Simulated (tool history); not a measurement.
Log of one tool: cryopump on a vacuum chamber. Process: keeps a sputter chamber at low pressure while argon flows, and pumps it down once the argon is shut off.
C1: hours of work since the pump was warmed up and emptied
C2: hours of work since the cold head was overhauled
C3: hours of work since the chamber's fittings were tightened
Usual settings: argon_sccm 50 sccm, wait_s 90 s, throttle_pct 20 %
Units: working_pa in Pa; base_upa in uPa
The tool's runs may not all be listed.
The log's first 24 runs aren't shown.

Run 25, hour 684.0: usual settings but argon_sccm 22 sccm, wait_s 42 s, throttle_pct 18 %; C1 731; C2 731; C3 1456. Result: working_pa 0.1142 Pa, base_upa 2.13 uPa.
Run 26, hour 700.5: usual settings but argon_sccm 22 sccm, wait_s 42 s, throttle_pct 18 %; C1 742; C2 742; C3 1467. Result: working_pa 0.1157 Pa, base_upa 2.11 uPa.
Run 27, hour 722.2: usual settings but argon_sccm 83 sccm, wait_s 37 s, throttle_pct 21 %; C1 756; C2 756; C3 1481. Result: working_pa 0.3723 Pa, base_upa 2.33 uPa.
Run 28, hour 754.3: usual settings but argon_sccm 35 sccm; C1 777; C2 777; C3 1502. Result: working_pa 0.1639 Pa, base_upa 1.43 uPa.
Run 29, hour 770.1: usual settings but throttle_pct 45 %; C1 788; C2 788; C3 1513. Result: working_pa 0.1090 Pa, base_upa 1.46 uPa.
Run 30, hour 787.3: usual settings but argon_sccm 81 sccm; C1 799; C2 799; C3 1524. Result: working_pa 0.3844 Pa, base_upa 1.44 uPa.
Run 31, hour 804.2: usual settings but argon_sccm 81 sccm; C1 810; C2 810; C3 1535. Result: working_pa 0.3831 Pa, base_upa 1.52 uPa.
Run 32, hour 824.1: usual settings but wait_s 22 s, throttle_pct 57 %; C1 824; C2 824; C3 1549. Result: working_pa 0.0870 Pa, base_upa 3.28 uPa.
Run 33, hour 862.7: usual settings but wait_s 22 s, throttle_pct 57 %; C1 849; C2 849; C3 1574. Result: working_pa 0.0883 Pa, base_upa 3.33 uPa.

4 ways to go on from here, each from the tool as it stands after run 33. What would each give?
Run A, hour 881.4: usual settings but wait_s 178 s, throttle_pct 57 %; C1 862; C2 862; C3 1587. Result: working_pa ?, base_upa ?.
Run B, hour 881.4: usual settings but argon_sccm 29 sccm, wait_s 56 s, throttle_pct 44 %; C1 862; C2 862; C3 1587. Result: working_pa ?, base_upa ?.
Run C, hour 881.4: usual settings but argon_sccm 95 sccm, wait_s 179 s, throttle_pct 27 %; C1 862; C2 862; C3 1587. Result: working_pa ?, base_upa ?.
Run D, hour 881.4: usual settings but argon_sccm 87 sccm, wait_s 87 s, throttle_pct 38 %; C1 862; C2 862; C3 1587. Result: working_pa ?, base_upa ?.

run  working_pa  base_upa
  A      0.0889      1.18
  B      0.0659      1.89
  C      0.3389      1.21
  D      0.2229      1.50
Without the tool's hidden state the same runs would have given:
run  working_pa  base_upa
  A      0.0806      0.43
  B      0.0611      1.12
  C      0.3231      0.45
  D      0.2085      0.75

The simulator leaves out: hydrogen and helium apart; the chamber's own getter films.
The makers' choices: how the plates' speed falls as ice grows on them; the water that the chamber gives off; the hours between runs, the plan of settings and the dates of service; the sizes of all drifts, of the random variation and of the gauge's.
